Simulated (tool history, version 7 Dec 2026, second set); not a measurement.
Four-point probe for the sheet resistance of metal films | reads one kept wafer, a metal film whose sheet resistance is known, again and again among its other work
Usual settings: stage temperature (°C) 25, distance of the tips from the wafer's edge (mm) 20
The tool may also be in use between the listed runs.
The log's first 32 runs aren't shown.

run      day  stage temperature (°C)  distance of the tips from the wafer's edge (mm)  sheet resistance as the instrument gives it (ohm/square)
 33   77.867                      21                                                7                                                  0.049742
 34   81.029                      21                                               75                                                  0.049231
 35   83.196                      21                                               75                                                  0.049227
 36   86.442                      21                                               75                                                  0.049254
 37   89.158                      22                                               26                                                  0.049330
 38   91.604                      22                                               26                                                  0.049344
 39   93.838                      31                                               37                                                  0.049499
 40   95.704                      28                                               11                                                  0.049658
 41   97.096                      28                                               11                                                  0.049659
 42   99.421                      27                                                6                                                  0.050165
 43  102.608                      23                                               37                                                  0.049406
 44  104.558                      23                                               37                                                  0.049416
 45  107.350                      22                                                4                                                  0.050994

4 ways to go on from here, each from the tool as it stands after run 45. What would each give?
  A  108.967                      21                                               32                                                         ?
  B  108.967                      22                                               67                                                         ?
  C  108.967                      20                                               24                                                         ?
  D  108.967                      27                                               20                                                         ?

run  sheet resistance as the instrument gives it (ohm/square)
  A                                                  0.049400
  B                                                  0.049419
  C                                                  0.049410
  D                                                  0.049556
Without the tool's hidden state the same runs would have given:
run  sheet resistance as the instrument gives it (ohm/square)
  A                                                  0.048779
  B                                                  0.048797
  C                                                  0.048788
  D                                                  0.048934
